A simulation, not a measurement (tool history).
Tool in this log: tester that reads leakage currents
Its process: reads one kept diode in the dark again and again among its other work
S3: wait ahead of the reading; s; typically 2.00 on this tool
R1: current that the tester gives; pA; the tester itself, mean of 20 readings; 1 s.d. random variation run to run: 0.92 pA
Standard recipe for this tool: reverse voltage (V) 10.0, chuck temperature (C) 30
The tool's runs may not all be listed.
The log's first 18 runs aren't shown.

{"run": 19, "hour": 1408.5, "reverse voltage (V)": 10.0, "chuck temperature (C)": 30, "S3": 2.0, "R1": 338.63}
{"run": 20, "hour": 1455.9, "reverse voltage (V)": 10.0, "chuck temperature (C)": 30, "S3": 2.0, "R1": 338.66}
{"run": 21, "hour": 1537.4, "reverse voltage (V)": 10.0, "chuck temperature (C)": 30, "S3": 2.0, "R1": 343.24}
{"run": 22, "hour": 1596.7, "reverse voltage (V)": 1.3, "chuck temperature (C)": 22, "S3": 7.28, "R1": 70.0}
{"hour": 1626.1, "done": "probe card cleaned and baked"}
{"run": 23, "hour": 1663.5, "reverse voltage (V)": 5.7, "chuck temperature (C)": 30, "S3": 0.72, "R1": 269.42}
{"hour": 1740.9, "done": "chuck's temperature calibrated"}
{"run": 24, "hour": 1770.5, "reverse voltage (V)": 2.3, "chuck temperature (C)": 39, "S3": 2.0, "R1": 370.51}
{"run": 25, "hour": 1829.0, "reverse voltage (V)": 2.3, "chuck temperature (C)": 36, "S3": 2.0, "R1": 288.0}
{"run": 26, "hour": 1890.5, "reverse voltage (V)": 6.9, "chuck temperature (C)": 29, "S3": 4.12, "R1": 244.51}
{"hour": 1954.0, "done": "tester calibrated"}
{"run": 27, "hour": 1960.1, "reverse voltage (V)": 6.9, "chuck temperature (C)": 32, "S3": 3.36, "R1": 325.63}
{"run": 28, "hour": 2026.0, "reverse voltage (V)": 11.6, "chuck temperature (C)": 26, "S3": 4.48, "R1": 239.28}
{"run": 29, "hour": 2073.1, "reverse voltage (V)": 11.6, "chuck temperature (C)": 26, "S3": 4.48, "R1": 240.83}
{"run": 30, "hour": 2121.2, "reverse voltage (V)": 11.6, "chuck temperature (C)": 46, "S3": 5.86, "R1": 1358.06}
{"run": 31, "hour": 2226.5, "reverse voltage (V)": 14.7, "chuck temperature (C)": 44, "S3": 5.86, "R1": 1291.8}
{"run": 32, "hour": 2284.4, "reverse voltage (V)": 1.4, "chuck temperature (C)": 29, "S3": 4.09, "R1": 135.18}

Run 33 has not been measured yet. What should we expect?
{"run": 33, "hour": 2346.8, "reverse voltage (V)": 2.4, "chuck temperature (C)": 27, "S3": 2.0, "R1": "?"}

{"run 33": {"R1": 142.28}}
On a tool with no hidden condition, and with the same random variation, this run would have come out at R1 129.92 pA.

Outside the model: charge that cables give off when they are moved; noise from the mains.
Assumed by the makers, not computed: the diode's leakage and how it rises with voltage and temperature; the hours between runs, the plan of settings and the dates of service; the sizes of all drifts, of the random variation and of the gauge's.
